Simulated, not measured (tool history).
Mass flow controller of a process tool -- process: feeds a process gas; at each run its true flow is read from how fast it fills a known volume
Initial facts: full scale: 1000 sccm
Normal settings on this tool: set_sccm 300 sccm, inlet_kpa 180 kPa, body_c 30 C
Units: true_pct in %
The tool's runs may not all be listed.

run 1 day=0.000 | set_sccm=300 inlet_kpa=180 body_c=30 | true_pct=98.15
run 2 day=6.908 | set_sccm=300 inlet_kpa=180 body_c=30 | true_pct=98.12
run 3 day=14.117 | set_sccm=300 inlet_kpa=180 body_c=30 | true_pct=97.99
run 4 day=18.388 | set_sccm=290 inlet_kpa=180 body_c=30 | true_pct=98.14
run 5 day=28.521 | set_sccm=290 inlet_kpa=180 body_c=30 | true_pct=97.91
run 6 day=38.246 | set_sccm=300 inlet_kpa=180 body_c=23 | true_pct=97.19
run 7 day=48.017 | set_sccm=300 inlet_kpa=180 body_c=23 | true_pct=97.17
run 8 day=55.604 | set_sccm=300 inlet_kpa=180 body_c=23 | true_pct=97.19
run 9 day=62.667 | set_sccm=300 inlet_kpa=180 body_c=30 | true_pct=97.74
run 10 day=71.992 | set_sccm=300 inlet_kpa=180 body_c=30 | true_pct=97.73
run 11 day=78.325 | set_sccm=412 inlet_kpa=247 body_c=30 | true_pct=98.07
run 12 day=82.925 | set_sccm=300 inlet_kpa=171 body_c=30 | true_pct=97.94
run 13 day=87.679 | set_sccm=756 inlet_kpa=171 body_c=37 | true_pct=99.66
run 14 day=92.775 | set_sccm=153 inlet_kpa=162 body_c=24 | true_pct=95.68
run 15 day=101.333 | set_sccm=153 inlet_kpa=162 body_c=24 | true_pct=95.80
run 16 day=111.638 | set_sccm=203 inlet_kpa=197 body_c=26 | true_pct=96.37
run 17 day=119.675 | set_sccm=203 inlet_kpa=197 body_c=27 | true_pct=96.51
run 18 day=128.233 | set_sccm=203 inlet_kpa=197 body_c=27 | true_pct=96.39
run 19 day=134.229 | set_sccm=274 inlet_kpa=180 body_c=23 | true_pct=96.57

Subtracting, for every run, the result it would have given without the tool's unlogged condition from the measured result gives the following. The same run-to-run variation enters both numbers; the gauge's scatter may not:
What the log doesn't record here: flow at rest that the sensor doesn't see, % of full scale; true flow over the shown one, %; drift of the gauge itself on true_pct, %.
run=1 true_pct=-2.21
run=2 true_pct=-2.24
run=3 true_pct=-2.28
run=4 true_pct=-2.34
run=5 true_pct=-2.39
run=6 true_pct=-2.39
run=7 true_pct=-2.44
run=8 true_pct=-2.47
run=9 true_pct=-2.51
run=10 true_pct=-2.56
run=11 true_pct=-2.21
run=12 true_pct=-2.61
run=13 true_pct=-1.79
run=14 true_pct=-4.00
run=15 true_pct=-4.08
run=16 true_pct=-3.44
run=17 true_pct=-3.48
run=18 true_pct=-3.54
run=19 true_pct=-3.00

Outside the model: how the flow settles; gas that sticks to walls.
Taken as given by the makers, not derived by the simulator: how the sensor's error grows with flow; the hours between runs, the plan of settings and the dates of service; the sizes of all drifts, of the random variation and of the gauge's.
